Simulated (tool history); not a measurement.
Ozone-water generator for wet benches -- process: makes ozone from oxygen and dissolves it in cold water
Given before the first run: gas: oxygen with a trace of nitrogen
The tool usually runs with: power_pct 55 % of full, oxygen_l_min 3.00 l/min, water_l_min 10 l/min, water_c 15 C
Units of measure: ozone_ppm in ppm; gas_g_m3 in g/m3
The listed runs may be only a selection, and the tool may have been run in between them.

run   hour  power_pct  oxygen_l_min  water_l_min  water_c  ozone_ppm  gas_g_m3
  1    0.0         55          3.00           10       15       21.7     197.3
  2   13.1         55          3.00           10       15       21.4     197.5
  3   28.4         55          3.00           10       23       18.9     195.3
  4   50.7         55          3.00           10       23       18.8     195.5
  5   79.2         55          3.00           10       15       21.5     195.7
  6  103.6         55          3.00           14       15       15.5     198.9
  7  126.1         61          3.00           10       15       23.3     212.7
  8  154.0         61          3.00           10       15       22.8     211.1
  9  183.6         61          3.00           10       15       22.9     211.1
 10  204.1         61          3.00           10       15       22.9     212.6
 11  219.5         61          3.00           10       15       23.2     211.7
 12  237.2         55          1.76           10       15       20.7     263.4
 13  253.2         55          3.00           10       15       21.3     195.4
 14  282.6         55          3.00           10       15       21.3     198.6
 15  308.5         55          2.52           10       15       21.4     217.0
 16  328.1         55          2.52            7       15       29.1     214.2
 17  355.2         55          2.52            7       15       29.3     218.5
 18  374.7         68          1.56            9       15       26.5     329.0
 19  394.1         42          2.08           10        8       18.5     195.4
 20  414.1         46          1.90           14       16       12.4     220.8
 21  432.7         55          4.44            7       11       29.2     156.9
 22  458.9         57          3.22            7        9       32.3     193.1
 23  482.9         78          1.90            6       16       42.4     327.6
 24  513.6         55          3.67           10       15       20.9     174.1
 25  534.8         55          3.67           10       15       20.7     172.7
 26  566.1         87          3.00           10       10       32.2     273.9
 27  596.7         44          3.00            9       15       19.7     165.1
 28  618.5         60          3.00            9       14       25.5     207.7
 29  643.6         90          3.00            8        8       40.9     278.4
 30  656.5         90          4.27            8        8       40.1     231.2
 31  677.7         55          3.00           14       11       15.8     193.7
 32  708.5         55          3.00           14       11       15.7     195.3
 33  723.3         45          3.00            6       11       29.7     167.9

Run by run, hidden condition taken away, random variation retained:
Unlogged tool condition in this case: yield of the discharge, % of new electrodes'; contactor's efficiency, % of a clean one's; true water temperature over the reading, C; drift of the gauge itself on ozone_ppm, %; drift of the gauge itself on gas_g_m3, %.
run  ozone_ppm  gas_g_m3
  1       23.0     198.9
  2       22.7     199.2
  3       20.0     197.0
  4       20.0     197.3
  5       22.8     197.6
  6       16.7     200.8
  7       24.9     215.0
  8       24.4     213.5
  9       24.5     213.6
 10       24.5     215.1
 11       24.8     214.4
 12       22.1     266.4
 13       22.8     197.7
 14       22.8     201.0
 15       22.9     219.7
 16       30.8     216.9
 17       31.0     221.4
 18       28.4     334.3
 19       19.8     197.4
 20       13.4     223.4
 21       31.1     159.1
 22       34.4     196.0
 23       45.1     334.1
 24       22.5     176.8
 25       22.3     175.4
 26       35.0     280.2
 27       21.1     167.3
 28       27.4     211.5
 29       44.2     285.4
 30       43.4     237.1
 31       17.2     197.2
 32       17.2     198.9
 33       31.5     170.4
